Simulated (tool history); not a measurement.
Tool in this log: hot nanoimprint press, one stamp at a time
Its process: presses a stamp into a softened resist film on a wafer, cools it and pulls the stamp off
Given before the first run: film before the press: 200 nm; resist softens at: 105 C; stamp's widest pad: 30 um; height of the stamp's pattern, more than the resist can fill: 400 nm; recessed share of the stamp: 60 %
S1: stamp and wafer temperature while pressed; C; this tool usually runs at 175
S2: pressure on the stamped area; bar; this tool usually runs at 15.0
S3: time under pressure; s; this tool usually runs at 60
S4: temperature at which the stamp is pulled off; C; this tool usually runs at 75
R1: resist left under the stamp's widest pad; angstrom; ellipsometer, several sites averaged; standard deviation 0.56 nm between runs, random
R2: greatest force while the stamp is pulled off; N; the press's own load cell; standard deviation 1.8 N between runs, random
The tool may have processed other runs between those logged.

run	hour	S1	S2	S3	S4	R1	R2
1	0.0	175	15.0	60	75	691	174
2	4.2	175	15.0	60	75	689	175
3	12.3	175	15.0	60	75	695	172
4	18.5	175	15.0	60	75	677	176
5	23.4	175	15.0	60	75	688	177
6	29.6	175	15.0	60	78	681	162
7	37.9	175	15.0	60	78	689	161
8	45.4	175	15.0	46	75	764	171
9	49.2	175	15.0	46	75	761	176
10	53.7	175	15.0	46	75	758	175
# hour 58.9: plate thermocouple calibrated
11	62.7	175	15.0	46	75	819	183
12	68.8	175	18.7	60	75	662	182
13	77.2	175	18.7	60	75	664	179
14	82.1	175	15.0	60	64	736	235
15	89.4	175	15.0	60	64	743	235
16	97.1	179	15.0	60	64	610	235
17	103.0	167	13.4	60	75	1121	180
18	111.7	186	17.5	96	63	335	239
19	120.3	186	17.5	96	63	328	242
20	128.2	186	17.5	78	63	360	238
21	133.3	179	17.5	78	68	492	215
22	140.5	175	10.4	78	64	803	238
23	148.4	186	15.0	60	75	436	185
24	154.6	186	15.0	60	75	440	186
25	163.0	175	15.0	106	76	581	178
26	169.5	175	19.5	65	75	608	186
27	177.5	175	15.0	60	77	727	174
28	185.6	172	19.6	60	72	734	202
29	193.0	172	12.7	40	72	1057	199

Per-run results on a tool with no hidden state, each run keeping its own random variation:
Hidden state at play: true temperature over the reading, C; pressure that arrives at the usual setting, %; grip of the stamp's worn release coat, % over a new coat's; drift of the gauge itself on residual_nm, %; drift of the gauge itself on pull_off_n, %.
run	R1	R2
1	738	179
2	736	180
3	743	177
4	724	181
5	736	182
6	729	167
7	738	166
8	816	175
9	814	181
10	811	179
11	815	180
12	659	178
13	662	176
14	734	230
15	742	231
16	610	231
17	1121	176
18	334	234
19	328	236
20	360	232
21	493	210
22	805	232
23	437	180
24	442	181
25	584	173
26	611	181
27	731	169
28	739	196
29	1064	193
